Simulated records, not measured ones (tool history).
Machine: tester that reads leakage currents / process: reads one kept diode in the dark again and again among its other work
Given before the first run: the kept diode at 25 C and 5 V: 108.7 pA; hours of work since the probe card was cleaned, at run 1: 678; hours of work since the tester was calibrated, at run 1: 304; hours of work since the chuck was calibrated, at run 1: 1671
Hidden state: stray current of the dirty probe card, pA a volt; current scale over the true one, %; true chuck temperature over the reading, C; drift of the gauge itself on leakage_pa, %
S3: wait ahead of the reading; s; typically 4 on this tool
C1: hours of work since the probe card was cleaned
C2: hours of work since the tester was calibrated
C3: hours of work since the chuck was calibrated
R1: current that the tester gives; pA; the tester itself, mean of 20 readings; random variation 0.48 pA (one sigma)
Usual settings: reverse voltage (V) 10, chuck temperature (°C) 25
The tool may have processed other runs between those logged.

run 1 day=0 | reverse_voltage_(V)=10 chuck_temperature_(°C)=25 S3=4 | C1=678 C2=304 C3=1671 | R1=149.36
run 2 day=0.821 | reverse_voltage_(V)=10 chuck_temperature_(°C)=25 S3=4 | C1=687 C2=313 C3=1680 | R1=149.02
run 3 day=1.754 | reverse_voltage_(V)=10 chuck_temperature_(°C)=25 S3=4 | C1=698 C2=324 C3=1691 | R1=149.26
run 4 day=2.533 | reverse_voltage_(V)=10 chuck_temperature_(°C)=25 S3=4 | C1=706 C2=333 C3=1700 | R1=149.01
run 5 day=4.017 | reverse_voltage_(V)=1.8 chuck_temperature_(°C)=25 S3=4 | C1=723 C2=349 C3=1716 | R1=56.29
run 6 day=5.362 | reverse_voltage_(V)=1.8 chuck_temperature_(°C)=25 S3=4 | C1=738 C2=364 C3=1731 | R1=56.11
run 7 day=6.254 | reverse_voltage_(V)=1.8 chuck_temperature_(°C)=25 S3=4 | C1=748 C2=374 C3=1741 | R1=56.04
run 8 day=7.408 | reverse_voltage_(V)=1.8 chuck_temperature_(°C)=25 S3=4 | C1=761 C2=387 C3=1754 | R1=56.3
run 9 day=8.658 | reverse_voltage_(V)=1.8 chuck_temperature_(°C)=25 S3=4 | C1=775 C2=401 C3=1768 | R1=55.85
run 10 day=9.588 | reverse_voltage_(V)=1.8 chuck_temperature_(°C)=25 S3=4 | C1=785 C2=411 C3=1778 | R1=56.26
run 11 day=11.212 | reverse_voltage_(V)=1.8 chuck_temperature_(°C)=25 S3=4 | C1=803 C2=430 C3=1797 | R1=56.15
run 12 day=12.808 | reverse_voltage_(V)=1.8 chuck_temperature_(°C)=25 S3=4 | C1=821 C2=447 C3=1814 | R1=56.01
run 13 day=14.412 | reverse_voltage_(V)=3.4 chuck_temperature_(°C)=32 S3=4.28 | C1=839 C2=465 C3=1832 | R1=134.78
run 14 day=15.908 | reverse_voltage_(V)=11.2 chuck_temperature_(°C)=30 S3=2.55 | C1=856 C2=482 C3=1849 | R1=230.22

Forecast run 15:
run 15 day=17 | reverse_voltage_(V)=3.8 chuck_temperature_(°C)=26 S3=2.66 | C1=868 C2=494 C3=1861 | R1=?

{"run 15": {"R1": 92.49}}
With no hidden state in the tool, this same run would have given R1 102 pA.
